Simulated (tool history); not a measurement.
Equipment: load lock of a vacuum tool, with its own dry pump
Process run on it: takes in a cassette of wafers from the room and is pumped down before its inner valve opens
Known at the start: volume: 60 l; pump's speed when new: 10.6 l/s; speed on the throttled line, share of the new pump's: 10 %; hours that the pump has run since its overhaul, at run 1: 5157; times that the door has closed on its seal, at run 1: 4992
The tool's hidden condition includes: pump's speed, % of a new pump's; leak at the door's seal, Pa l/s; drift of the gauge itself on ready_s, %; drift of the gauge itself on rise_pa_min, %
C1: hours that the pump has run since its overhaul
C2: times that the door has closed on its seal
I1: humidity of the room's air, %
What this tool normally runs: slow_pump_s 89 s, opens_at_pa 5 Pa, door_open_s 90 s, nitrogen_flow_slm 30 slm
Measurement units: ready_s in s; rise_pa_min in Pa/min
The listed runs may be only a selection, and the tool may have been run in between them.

Run 1, hour 0.0: usual settings; C1 5157; C2 4992; I1 45.3. Result: ready_s 141.4 s, rise_pa_min 0.084 Pa/min.
Run 2, hour 119.7: usual settings but nitrogen_flow_slm 5 slm; C1 5277; C2 5221; I1 44.9. Result: ready_s 142.5 s, rise_pa_min 0.110 Pa/min.
Run 3, hour 207.9: usual settings but nitrogen_flow_slm 5 slm; C1 5365; C2 5390; I1 43.2. Result: ready_s 139.9 s, rise_pa_min 0.112 Pa/min.
Run 4, hour 267.1: usual settings; C1 5424; C2 5503; I1 39.2. Result: ready_s 143.7 s, rise_pa_min 0.082 Pa/min.
Run 5, hour 362.9: usual settings; C1 5520; C2 5687; I1 46.3. Result: ready_s 142.4 s, rise_pa_min 0.089 Pa/min.
Run 6, hour 473.9: usual settings; C1 5631; C2 5900; I1 47.9. Result: ready_s 141.3 s, rise_pa_min 0.093 Pa/min.
Run 7, hour 617.6: usual settings; C1 5775; C2 6175; I1 46.6. Result: ready_s 142.5 s, rise_pa_min 0.094 Pa/min.
Run 8, hour 689.0: usual settings; C1 5846; C2 6312; I1 46.4. Result: ready_s 142.5 s, rise_pa_min 0.093 Pa/min.
Run 9, hour 829.3: usual settings; C1 5986; C2 6581; I1 46.6. Result: ready_s 142.7 s, rise_pa_min 0.091 Pa/min.
Run 10, hour 961.7: usual settings; C1 6119; C2 6834; I1 43.6. Result: ready_s 143.6 s, rise_pa_min 0.100 Pa/min.
Run 11, hour 1077.0: usual settings but nitrogen_flow_slm 39 slm; C1 6234; C2 7055; I1 47.1. Result: ready_s 143.2 s, rise_pa_min 0.094 Pa/min.
Run 12, hour 1145.6: usual settings but door_open_s 29 s; C1 6303; C2 7187; I1 42.6. Result: ready_s 141.6 s, rise_pa_min 0.075 Pa/min.
Run 13, hour 1262.7: usual settings but door_open_s 29 s; C1 6420; C2 7411; I1 44.2. Result: ready_s 142.7 s, rise_pa_min 0.083 Pa/min.
Run 14, hour 1402.8: usual settings; C1 6560; C2 7679; I1 43.3. Result: ready_s 142.0 s, rise_pa_min 0.107 Pa/min.
Run 15, hour 1533.0: usual settings but door_open_s 65 s; C1 6690; C2 7929; I1 46.9. Result: ready_s 142.2 s, rise_pa_min 0.098 Pa/min.
Run 16, hour 1608.9: usual settings but door_open_s 65 s; C1 6766; C2 8074; I1 44.6. Result: ready_s 142.9 s, rise_pa_min 0.102 Pa/min.
Run 17, hour 1711.0: usual settings but door_open_s 65 s; C1 6868; C2 8270; I1 45.7. Result: ready_s 143.8 s, rise_pa_min 0.108 Pa/min.
Run 18, hour 1777.0: usual settings; C1 6934; C2 8396; I1 45.1. Result: ready_s 143.9 s, rise_pa_min 0.120 Pa/min.
Run 19, hour 1900.7: usual settings; C1 7058; C2 8633; I1 48.4. Result: ready_s 143.6 s, rise_pa_min 0.118 Pa/min.
Run 20, hour 1981.4: usual settings but opens_at_pa 8 Pa, door_open_s 116 s, nitrogen_flow_slm 27 slm; C1 7139; C2 8788; I1 45.9. Result: ready_s 139.8 s, rise_pa_min 0.133 Pa/min.
Run 21, hour 2093.6: usual settings but opens_at_pa 8 Pa, door_open_s 116 s, nitrogen_flow_slm 27 slm; C1 7251; C2 9003; I1 45.9. Result: ready_s 140.5 s, rise_pa_min 0.138 Pa/min.
Run 22, hour 2239.8: usual settings but slow_pump_s 51 s, door_open_s 54 s, nitrogen_flow_slm 27 slm; C1 7397; C2 9283; I1 42.4. Result: ready_s 110.7 s, rise_pa_min 0.106 Pa/min.
Run 23, hour 2300.1: usual settings but slow_pump_s 64 s, door_open_s 73 s; C1 7457; C2 9399; I1 42.5. Result: ready_s 123.6 s, rise_pa_min 0.123 Pa/min.
Run 24, hour 2379.6: usual settings but slow_pump_s 64 s, door_open_s 73 s; C1 7537; C2 9551; I1 45.5. Result: ready_s 122.7 s, rise_pa_min 0.125 Pa/min.
Run 25, hour 2459.2: usual settings but slow_pump_s 64 s, door_open_s 73 s; C1 7616; C2 9703; I1 49.9. Result: ready_s 121.7 s, rise_pa_min 0.126 Pa/min.
Run 26, hour 2572.2: usual settings but slow_pump_s 64 s, door_open_s 73 s; C1 7729; C2 9920; I1 47.0. Result: ready_s 123.0 s, rise_pa_min 0.136 Pa/min.
Run 27, hour 2706.0: usual settings but slow_pump_s 64 s, door_open_s 73 s; C1 7863; C2 10176; I1 46.5. Result: ready_s 122.6 s, rise_pa_min 0.131 Pa/min.
Run 28, hour 2816.1: usual settings but slow_pump_s 64 s, door_open_s 45 s; C1 7973; C2 10387; I1 42.6. Result: ready_s 122.4 s, rise_pa_min 0.115 Pa/min.
Run 29, hour 2948.7: usual settings but slow_pump_s 64 s, door_open_s 71 s, nitrogen_flow_slm 10 slm; C1 8106; C2 10641; I1 41.4. Result: ready_s 122.1 s, rise_pa_min 0.151 Pa/min.
Run 30, hour 3084.6: usual settings but slow_pump_s 65 s, opens_at_pa 8 Pa, door_open_s 156 s, nitrogen_flow_slm 28 slm; C1 8242; C2 10902; I1 43.9. Result: ready_s 120.4 s, rise_pa_min 0.170 Pa/min.
Run 31, hour 3156.6: usual settings but slow_pump_s 166 s, door_open_s 52 s; C1 8314; C2 11040; I1 43.8. Result: ready_s 210.5 s, rise_pa_min 0.131 Pa/min.
Run 32, hour 3279.8: usual settings but slow_pump_s 166 s, door_open_s 52 s; C1 8437; C2 11276; I1 47.2. Result: ready_s 213.4 s, rise_pa_min 0.137 Pa/min.
Run 33, hour 3374.8: usual settings but slow_pump_s 166 s, door_open_s 52 s; C1 8532; C2 11458; I1 48.1. Result: ready_s 214.0 s, rise_pa_min 0.144 Pa/min.
Run 34, hour 3453.4: usual settings but opens_at_pa 6 Pa, nitrogen_flow_slm 19 slm; C1 8610; C2 11608; I1 43.4. Result: ready_s 145.8 s, rise_pa_min 0.164 Pa/min.
Run 35, hour 3514.9: usual settings but door_open_s 25 s; C1 8672; C2 11726; I1 40.2. Result: ready_s 145.5 s, rise_pa_min 0.134 Pa/min.
Run 36, hour 3611.2: usual settings but slow_pump_s 63 s, opens_at_pa 8 Pa, door_open_s 25 s; C1 8768; C2 11911; I1 45.1. Result: ready_s 119.9 s, rise_pa_min 0.140 Pa/min.
Run 37, hour 3741.6: usual settings but slow_pump_s 63 s, opens_at_pa 8 Pa, door_open_s 25 s; C1 8899; C2 12161; I1 47.4. Result: ready_s 120.7 s, rise_pa_min 0.139 Pa/min.

Measured minus without-hidden-state, run by run (identical run-to-run variation in each term; gauge scatter may differ):
run  ready_s  rise_pa_min
  1     +4.6       +0.039
  2     +4.8       +0.041
  3     +4.8       +0.042
  4     +5.0       +0.043
  5     +5.0       +0.046
  6     +5.1       +0.047
  7     +5.3       +0.049
  8     +5.4       +0.052
  9     +5.5       +0.055
 10     +5.8       +0.056
 11     +5.8       +0.060
 12     +5.9       +0.061
 13     +6.0       +0.064
 14     +6.1       +0.067
 15     +6.3       +0.070
 16     +6.4       +0.071
 17     +6.5       +0.075
 18     +6.6       +0.075
 19     +6.7       +0.078
 20     +6.2       +0.079
 21     +6.4       +0.082
 22     +7.6       +0.084
 23     +7.6       +0.087
 24     +7.6       +0.087
 25     +7.7       +0.093
 26     +7.8       +0.095
 27     +8.0       +0.097
 28     +8.1       +0.099
 29     +8.3       +0.104
 30     +7.9       +0.107
 31     +6.9       +0.110
 32     +7.1       +0.112
 33     +7.2       +0.115
 34     +8.4       +0.117
 35     +8.5       +0.118
 36     +8.7       +0.121
 37     +8.8       +0.125
